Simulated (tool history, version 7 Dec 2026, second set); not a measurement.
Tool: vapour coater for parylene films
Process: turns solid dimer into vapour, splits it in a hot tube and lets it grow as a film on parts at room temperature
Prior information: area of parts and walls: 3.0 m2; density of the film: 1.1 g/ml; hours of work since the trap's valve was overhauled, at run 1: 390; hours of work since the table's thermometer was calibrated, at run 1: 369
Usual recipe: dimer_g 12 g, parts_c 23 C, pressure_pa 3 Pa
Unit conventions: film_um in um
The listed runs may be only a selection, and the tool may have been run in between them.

run     day  dimer_g  parts_c  pressure_pa  hours of work since the trap's valve was overhauled  hours of work since the table's thermometer was calibrated  film_um
  1       0       12       23            3                                                  390                                                         369     2.59
  2   0.542       12       23            3                                                  400                                                         378     2.55
  3   1.512       12       23            3                                                  416                                                         394     2.55
  4   1.996       12       19            3                                                  424                                                         402     2.76
  5   3.046       12       19            3                                                  441                                                         420      2.8
  6   4.017       12       19            3                                                  458                                                         436     2.76
  7   5.017       12       19            3                                                  474                                                         452     2.71
  8   5.775       12       19            3                                                  487                                                         465     2.76
  9    6.55       12       19            3                                                  500                                                         478     2.76
 10   7.438        8       23            3                                                  515                                                         493     1.69
 11   8.096       12       17            3                                                  526                                                         504     2.83
 12   8.842       12       23            3                                                  538                                                         516     2.52
 13   9.708       12       23            3                                                  553                                                         531     2.51
 14  10.504       12       23            3                                                  566                                                         544     2.52
 15  11.538       12       23            3                                                  583                                                         562     2.54
     11.783  -- trap's valve overhauled
 16  12.154       12       23            3                                                    6                                                         569     2.45
 17  13.079       12       23            3                                                   22                                                         585     2.44
 18  14.062       12       23            3                                                   38                                                         601     2.38
 19  14.971       12       23            3                                                   53                                                         616     2.41
 20  15.408       12       15            3                                                   61                                                         624     2.86
 21  16.254       12       23            3                                                   75                                                         638     2.41
 22  17.112       12       23            7                                                   89                                                         652     2.24
     18.254  -- trap's valve overhauled, once more
 23  18.262       12       21            7                                                    0                                                         668     2.57
 24  18.933       12       23            3                                                   11                                                         680     2.61
 25  19.929       12       23         8.52                                                   28                                                         696     2.42
 26  20.775       14       22         9.52                                                   42                                                         711      2.8
 27  21.392       13       23         9.89                                                   52                                                         721     2.57
 28  22.171       16       23         4.77                                                   65                                                         734     3.35
 29  23.154       16       23         4.77                                                   82                                                         750     3.33
 30  23.729       22       17         4.77                                                   92                                                         760     5.25
 31  24.296       22       17         4.77                                                  101                                                         769     5.24
 32  25.129        8       20         4.72                                                  115                                                         783     1.82
 33  25.946        8       20         4.72                                                  129                                                         797     1.76
 34  26.575        7       34            3                                                  139                                                         808      1.2
 35  27.608       13       33         3.69                                                  156                                                         825     2.24
 36  28.675       12       32         2.03                                                  174                                                         843     2.23
 37  29.492       12       23         5.09                                                  188                                                         856      2.5
 38  30.038       19       22         6.04                                                  197                                                         865     3.92

Run 39 comes next. What will it give?
 39  30.683       19       23         4.65                                                  208                                                         876        ?

{"run 39": {"film_um": 3.94}}
Without the tool's hidden state the same run would have given film_um 4.09 um.
